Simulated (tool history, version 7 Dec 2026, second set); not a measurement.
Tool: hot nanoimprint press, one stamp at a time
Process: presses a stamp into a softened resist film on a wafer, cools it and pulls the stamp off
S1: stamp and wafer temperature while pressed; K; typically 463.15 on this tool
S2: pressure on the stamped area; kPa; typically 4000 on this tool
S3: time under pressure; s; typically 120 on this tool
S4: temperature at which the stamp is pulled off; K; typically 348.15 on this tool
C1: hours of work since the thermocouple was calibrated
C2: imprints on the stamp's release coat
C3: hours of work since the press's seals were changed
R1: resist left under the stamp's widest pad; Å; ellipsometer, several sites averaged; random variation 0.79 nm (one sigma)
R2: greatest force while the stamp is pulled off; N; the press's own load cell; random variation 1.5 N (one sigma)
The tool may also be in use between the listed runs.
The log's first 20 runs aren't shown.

{"run": 21, "hour": 151.3, "S1": 451.15, "S2": 4000, "S3": 120, "S4": 338.15, "C1": 268, "C2": 247, "C3": 249, "R1": 3499, "R2": 296}
{"run": 22, "hour": 158.1, "S1": 462.15, "S2": 6200, "S3": 94, "S4": 355.15, "C1": 271, "C2": 258, "C3": 252, "R1": 2260, "R2": 182}
{"run": 23, "hour": 168.9, "S1": 463.15, "S2": 3170, "S3": 88, "S4": 348.15, "C1": 275, "C2": 275, "C3": 257, "R1": 2883, "R2": 226}
{"run": 24, "hour": 173.4, "S1": 463.15, "S2": 3170, "S3": 119, "S4": 350.15, "C1": 277, "C2": 283, "C3": 259, "R1": 2620, "R2": 217}
{"run": 25, "hour": 178.0, "S1": 463.15, "S2": 3170, "S3": 119, "S4": 350.15, "C1": 279, "C2": 290, "C3": 261, "R1": 2621, "R2": 216}
{"run": 26, "hour": 185.4, "S1": 463.15, "S2": 3170, "S3": 119, "S4": 350.15, "C1": 282, "C2": 302, "C3": 264, "R1": 2617, "R2": 214}
{"run": 27, "hour": 195.0, "S1": 463.15, "S2": 3980, "S3": 119, "S4": 345.15, "C1": 286, "C2": 318, "C3": 268, "R1": 2389, "R2": 253}
{"run": 28, "hour": 201.0, "S1": 463.15, "S2": 3980, "S3": 119, "S4": 345.15, "C1": 289, "C2": 328, "C3": 270, "R1": 2386, "R2": 249}
{"run": 29, "hour": 208.1, "S1": 463.15, "S2": 3980, "S3": 119, "S4": 345.15, "C1": 292, "C2": 339, "C3": 274, "R1": 2383, "R2": 252}
{"run": 30, "hour": 217.0, "S1": 467.15, "S2": 5590, "S3": 180, "S4": 339.15, "C1": 296, "C2": 354, "C3": 277, "R1": 1496, "R2": 293}

4 options for the next run, each taken on its own from the tool as it stands now. Forecast them:
{"run": "A", "hour": 224.1, "S1": 466.15, "S2": 5590, "S3": 121, "S4": 354.15, "C1": 299, "C2": 365, "C3": 280, "R1": "?", "R2": "?"}
{"run": "B", "hour": 224.1, "S1": 463.15, "S2": 2560, "S3": 120, "S4": 339.15, "C1": 299, "C2": 365, "C3": 280, "R1": "?", "R2": "?"}
{"run": "C", "hour": 224.1, "S1": 459.15, "S2": 2850, "S3": 96, "S4": 339.15, "C1": 299, "C2": 365, "C3": 280, "R1": "?", "R2": "?"}
{"run": "D", "hour": 224.1, "S1": 462.15, "S2": 3470, "S3": 240, "S4": 348.15, "C1": 299, "C2": 365, "C3": 280, "R1": "?", "R2": "?"}

run=A R1=1852 R2=192
run=B R1=2831 R2=295
run=C R1=3306 R2=293
run=D R1=2001 R2=235
Stripped of hidden state, with their random variation kept, the same runs would have yielded:
run=A R1=1767 R2=177
run=B R1=2736 R2=275
run=C R1=3206 R2=273
run=D R1=1915 R2=217
